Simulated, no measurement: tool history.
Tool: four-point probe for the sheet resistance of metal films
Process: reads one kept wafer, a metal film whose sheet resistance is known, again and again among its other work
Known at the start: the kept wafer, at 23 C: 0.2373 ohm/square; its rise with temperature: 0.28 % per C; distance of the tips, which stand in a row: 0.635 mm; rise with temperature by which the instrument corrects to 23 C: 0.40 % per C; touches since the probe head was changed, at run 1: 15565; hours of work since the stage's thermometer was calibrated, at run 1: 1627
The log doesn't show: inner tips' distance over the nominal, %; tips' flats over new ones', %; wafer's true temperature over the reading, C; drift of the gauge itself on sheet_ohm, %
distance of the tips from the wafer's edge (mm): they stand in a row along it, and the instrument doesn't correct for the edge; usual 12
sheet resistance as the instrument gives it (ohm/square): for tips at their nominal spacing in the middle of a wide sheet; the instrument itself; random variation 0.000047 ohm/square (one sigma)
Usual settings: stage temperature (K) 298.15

run    hour  stage temperature (K)  distance of the tips from the wafer's edge (mm)  touches since the probe head was changed  hours of work since the stage's thermometer was calibrated  sheet resistance as the instrument gives it (ohm/square)
  1     0.0                 298.15                                               12                                     15565                                                        1627                                                  0.236779
  2    25.9                 298.15                                               12                                     16102                                                        1638                                                  0.236747
  3    70.4                 294.15                                               12                                     17025                                                        1656                                                  0.238004
  4   119.6                 298.15                                               12                                     18044                                                        1677                                                  0.236925
  5   148.1                 298.15                                               12                                     18634                                                        1689                                                  0.236869
  6   174.2                 298.15                                               12                                     19174                                                        1700                                                  0.236834
  7   209.5                 298.15                                               12                                     19907                                                        1715                                                  0.236983
  8   264.9                 298.15                                               12                                     21055                                                        1738                                                  0.236884
  9   319.0                 298.15                                               16                                     22176                                                        1761                                                  0.236779
 10   368.6                 298.15                                               16                                     23203                                                        1782                                                  0.236761
 11   409.3                 298.15                                               34                                     24047                                                        1799                                                  0.236727
 12   465.4                 298.15                                               12                                     25210                                                        1823                                                  0.237018
 13   491.0                 298.15                                               12                                     25741                                                        1834                                                  0.237069
 14   521.3                 298.15                                               12                                     26369                                                        1846                                                  0.237028
 15   574.0                 298.15                                               12                                     27460                                                        1869                                                  0.237046
 16   621.8                 298.15                                               12                                     28451                                                        1889                                                  0.237087
 17   651.8                 298.15                                               12                                     29073                                                        1901                                                  0.237128
 18   687.9                 298.15                                               12                                     29822                                                        1917                                                  0.237135
 19   716.3                 298.15                                               12                                     30409                                                        1929                                                  0.237124
 20   765.1                 302.15                                               12                                     31421                                                        1949                                                  0.236082
 21   808.2                 302.15                                               12                                     32314                                                        1967                                                  0.236123
 22   848.9                 298.15                                               12                                     33157                                                        1984                                                  0.237173
 23   904.5                 298.15                                               12                                     34311                                                        2008                                                  0.237310
 24   948.2                 298.15                                               62                                     35215                                                        2026                                                  0.236930
 25   984.0                 302.15                                                9                                     35958                                                        2041                                                  0.236395
 26  1007.3                 302.15                                                9                                     36440                                                        2051                                                  0.236426
 27  1041.3                 302.15                                               26                                     37146                                                        2066                                                  0.235896
 28  1091.1                 302.15                                               26                                     38177                                                        2087                                                  0.235849
 29  1136.6                 302.15                                               26                                     39120                                                        2106                                                  0.236014
 30  1163.2                 305.15                                               23                                     39671                                                        2117                                                  0.235181
 31  1211.5                 305.15                                               23                                     40673                                                        2137                                                  0.235209
     1214.5  -- stage's thermometer calibrated
 32  1267.8                 297.15                                               43                                     41829                                                          22                                                  0.237574
 33  1298.0                 303.15                                               38                                     42454                                                          35                                                  0.235942
     1309.8  -- stage's thermometer calibrated, once more
 34  1327.4                 294.15                                                7                                     43054                                                           7                                                  0.238855
 35  1373.2                 294.15                                               40                                     44003                                                          27                                                  0.237923
 36  1405.5                 294.15                                               40                                     44673                                                          40                                                  0.237897
 37  1447.2                 308.15                                                3                                     45536                                                          58                                                  0.239494
 38  1497.3                 292.15                                               12                                     46574                                                          79                                                  0.238801
 39  1530.0                 292.15                                               12                                     47252                                                          93                                                  0.238885
 40  1561.3                 304.15                                               38                                     47902                                                         106                                                  0.235125
 41  1587.2                 292.15                                                9                                     48437                                                         117                                                  0.239210
 42  1618.5                 298.15                                               40                                     49086                                                         130                                                  0.236949
 43  1645.9                 299.15                                                6                                     49654                                                         142                                                  0.238038
 44  1672.2                 296.15                                               12                                     50200                                                         153                                                  0.237755
 45  1696.1                 307.15                                               12                                     50694                                                         163                                                  0.234707

Hidden state at the last listed run before each entry between runs and at the first one after, where it differs:
Between runs 31 and 32: stage's thermometer calibrated (hour 1214.5)
  inner tips' distance over the nominal, %: -0.029 -> -0.02; tips' flats over new ones', %: 23 -> 24; wafer's true temperature over the reading, C: 0.58 -> 0.87
  measured less the result without the state, sheet resistance as the instrument gives it (ohm/square): +0.000299 -> +0.000524
Between runs 33 and 34: stage's thermometer calibrated, once more (hour 1309.8)
  inner tips' distance over the nominal, %: -0.016 -> -0.011; tips' flats over new ones', %: 24 -> 25; wafer's true temperature over the reading, C: 0.88 -> -0.04
  measured less the result without the state, sheet resistance as the instrument gives it (ohm/square): +0.000526 -> -0.000054

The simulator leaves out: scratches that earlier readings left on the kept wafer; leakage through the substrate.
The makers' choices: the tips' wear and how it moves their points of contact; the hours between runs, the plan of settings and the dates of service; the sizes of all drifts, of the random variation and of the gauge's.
